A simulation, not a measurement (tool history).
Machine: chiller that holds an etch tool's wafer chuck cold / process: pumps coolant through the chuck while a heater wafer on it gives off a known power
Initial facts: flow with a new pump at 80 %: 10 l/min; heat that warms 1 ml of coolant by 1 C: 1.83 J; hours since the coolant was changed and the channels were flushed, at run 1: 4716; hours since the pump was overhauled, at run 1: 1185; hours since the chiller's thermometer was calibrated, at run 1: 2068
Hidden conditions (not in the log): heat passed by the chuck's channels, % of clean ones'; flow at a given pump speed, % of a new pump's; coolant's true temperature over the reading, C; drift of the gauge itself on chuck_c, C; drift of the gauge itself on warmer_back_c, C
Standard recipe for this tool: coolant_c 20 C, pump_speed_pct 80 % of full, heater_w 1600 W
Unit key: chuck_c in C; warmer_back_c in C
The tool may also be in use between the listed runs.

run,hour,coolant_c,pump_speed_pct,heater_w,hours since the coolant was changed and the channels were flushed,hours since the pump was overhauled,hours since the chiller's thermometer was calibrated,chuck_c,warmer_back_c
1,0.0,20,80,1600,4716,1185,2068,30.8,5.26
2,107.1,20,80,1600,4823,1293,2175,31.0,5.22
3,260.7,20,80,1600,4977,1446,2329,31.0,5.28
4,387.9,20,80,1600,5104,1573,2456,31.0,5.22
5,520.3,16,80,1600,5236,1706,2588,26.9,5.21
6,688.6,16,80,1600,5405,1874,2757,27.1,5.25
# hour 716.3: chiller's thermometer calibrated
7,870.3,20,80,2301,5585,2055,154,35.8,7.54
8,1051.1,20,80,1600,5766,2236,335,31.0,5.25
# hour 1225.8: coolant changed, channels flushed
9,1257.1,18,80,1600,31,2436,535,28.6,5.27
10,1455.7,18,80,1600,230,2634,733,28.9,5.26
11,1638.5,18,80,1600,413,2817,916,28.9,5.21
12,1753.3,20,64,1600,528,2932,1031,33.1,6.67
13,1968.9,20,64,1600,743,3147,1247,33.2,6.72
14,2134.8,20,64,1600,909,3313,1413,33.0,6.72
15,2231.3,20,64,1600,1006,3410,1509,33.2,6.71
16,2387.1,20,64,1600,1161,3566,1665,33.0,6.64
17,2579.6,20,61,1600,1354,3758,1857,33.8,7.07
18,2772.2,19,84,2381,1546,3951,2050,34.6,7.47
19,2921.6,22,65,2381,1696,4100,2199,41.4,9.83
20,3052.6,24,87,1085,1827,4231,2330,30.9,3.30

Run 21 comes next. What will it give?
21,3186.4,25,64,1600,1961,4365,2464,?,?

{"run 21": {"chuck_c": 38.1, "warmer_back_c": 6.7}}
If the tool had no hidden condition, the same run with the same run-to-run variation would have returned chuck_c 38.1 C, warmer_back_c 6.69 C.
